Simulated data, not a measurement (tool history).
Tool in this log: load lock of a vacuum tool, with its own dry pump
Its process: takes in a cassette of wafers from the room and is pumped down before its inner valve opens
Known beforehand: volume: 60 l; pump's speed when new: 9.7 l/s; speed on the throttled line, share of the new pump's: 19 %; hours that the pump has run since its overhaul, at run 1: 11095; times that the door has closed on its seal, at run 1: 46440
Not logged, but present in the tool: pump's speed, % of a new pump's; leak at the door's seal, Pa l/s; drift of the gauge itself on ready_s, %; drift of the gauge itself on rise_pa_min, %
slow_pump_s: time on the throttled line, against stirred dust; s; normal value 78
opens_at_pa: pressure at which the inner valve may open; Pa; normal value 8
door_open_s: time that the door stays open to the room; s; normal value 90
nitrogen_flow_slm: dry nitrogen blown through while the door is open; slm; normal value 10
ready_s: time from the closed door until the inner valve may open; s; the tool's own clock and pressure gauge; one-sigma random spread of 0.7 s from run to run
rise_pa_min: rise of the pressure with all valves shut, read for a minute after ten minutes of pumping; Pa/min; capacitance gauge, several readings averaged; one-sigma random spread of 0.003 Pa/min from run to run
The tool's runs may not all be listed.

| run | hour | slow_pump_s | opens_at_pa | door_open_s | nitrogen_flow_slm | hours that the pump has run since its overhaul | times that the door has closed on its seal | incoming humidity of the room's air, % | ready_s | rise_pa_min |
|---|---|---|---|---|---|---|---|---|---|---|
| 1 | 0.0 | 78 | 8 | 90 | 10 | 11095 | 46440 | 46.4 | 123.1 | 0.052 |
| 2 | 180.4 | 78 | 9 | 90 | 10 | 11275 | 47234 | 47.3 | 122.5 | 0.060 |
| 3 | 482.9 | 78 | 7 | 90 | 10 | 11578 | 48566 | 42.7 | 124.7 | 0.051 |
| 4 | 780.0 | 78 | 7 | 90 | 10 | 11875 | 49873 | 46.7 | 122.2 | 0.052 |
| 5 | 1027.1 | 78 | 8 | 90 | 10 | 12122 | 50961 | 45.1 | 122.1 | 0.054 |
| 6 | 1247.1 | 78 | 8 | 90 | 10 | 12342 | 51929 | 44.9 | 122.8 | 0.052 |
| 7 | 1485.4 | 78 | 8 | 90 | 10 | 12580 | 52978 | 45.8 | 123.7 | 0.055 |
| 8 | 1788.6 | 78 | 8 | 90 | 10 | 12883 | 54312 | 39.7 | 122.9 | 0.049 |
|  | 2017.5 | dry pump taken out, an overhauled one fitted |
| 9 | 2182.9 | 78 | 8 | 90 | 10 | 165 | 56021 | 43.3 | 121.8 | 0.049 |
| 10 | 2509.1 | 78 | 8 | 90 | 10 | 492 | 57457 | 45.9 | 122.6 | 0.053 |
| 11 | 2728.3 | 78 | 8 | 90 | 10 | 711 | 58422 | 43.6 | 121.6 | 0.049 |
| 12 | 3068.0 | 78 | 8 | 82 | 10 | 1050 | 59917 | 46.1 | 124.3 | 0.049 |
| 13 | 3456.2 | 78 | 8 | 82 | 10 | 1439 | 61625 | 44.7 | 123.3 | 0.045 |
| 14 | 3765.6 | 78 | 8 | 82 | 10 | 1748 | 62987 | 44.8 | 123.4 | 0.051 |
|  | 3910.0 | door's seal changed, seat wiped |
| 15 | 4057.7 | 78 | 8 | 82 | 10 | 2039 | 650 | 42.2 | 121.9 | 0.051 |
| 16 | 4222.9 | 78 | 8 | 82 | 10 | 2204 | 1377 | 47.8 | 122.7 | 0.061 |
| 17 | 4450.6 | 60 | 8 | 82 | 17 | 2432 | 2380 | 48.1 | 106.8 | 0.045 |
| 18 | 4621.7 | 78 | 8 | 90 | 16 | 2603 | 3133 | 45.6 | 123.3 | 0.048 |
| 19 | 4988.9 | 78 | 8 | 166 | 10 | 2970 | 4749 | 47.5 | 122.8 | 0.070 |
| 20 | 5243.1 | 154 | 6 | 63 | 9 | 3224 | 5868 | 44.5 | 186.1 | 0.048 |
| 21 | 5450.1 | 67 | 8 | 71 | 19 | 3431 | 6778 | 47.9 | 114.6 | 0.043 |
| 22 | 5722.7 | 39 | 8 | 43 | 10 | 3704 | 7978 | 46.0 | 90.6 | 0.042 |
| 23 | 5887.8 | 39 | 8 | 43 | 10 | 3869 | 8705 | 43.1 | 92.4 | 0.042 |
| 24 | 6094.3 | 98 | 9 | 43 | 10 | 4075 | 9614 | 47.7 | 137.5 | 0.046 |
| 25 | 6357.3 | 72 | 8 | 90 | 10 | 4338 | 10772 | 47.8 | 118.3 | 0.059 |
| 26 | 6716.3 | 72 | 8 | 90 | 10 | 4697 | 12351 | 43.7 | 119.0 | 0.056 |
| 27 | 7092.2 | 56 | 9 | 52 | 8 | 5073 | 14006 | 44.1 | 104.5 | 0.049 |
| 28 | 7444.9 | 69 | 8 | 90 | 10 | 5426 | 15558 | 46.5 | 115.5 | 0.051 |

Predict each of these 4 candidate next runs independently; none follows another, all start after run 28:
| A | 7695.9 | 45 | 8 | 216 | 10 | 5677 | 16663 | 44.7 | ? | ? |
| B | 7695.9 | 78 | 8 | 90 | 43 | 5677 | 16663 | 44.5 | ? | ? |
| C | 7695.9 | 148 | 14 | 90 | 5 | 5677 | 16663 | 46.1 | ? | ? |
| D | 7695.9 | 79 | 14 | 166 | 10 | 5677 | 16663 | 45.8 | ? | ? |

| run | ready_s | rise_pa_min |
|---|---|---|
| A | 95.1 | 0.068 |
| B | 121.6 | 0.029 |
| C | 175.1 | 0.069 |
| D | 119.3 | 0.068 |
Had the tool no hidden state, the same runs would have come out as:
| run | ready_s | rise_pa_min |
|---|---|---|
| A | 95.1 | 0.068 |
| B | 121.6 | 0.029 |
| C | 175.1 | 0.069 |
| D | 119.3 | 0.068 |
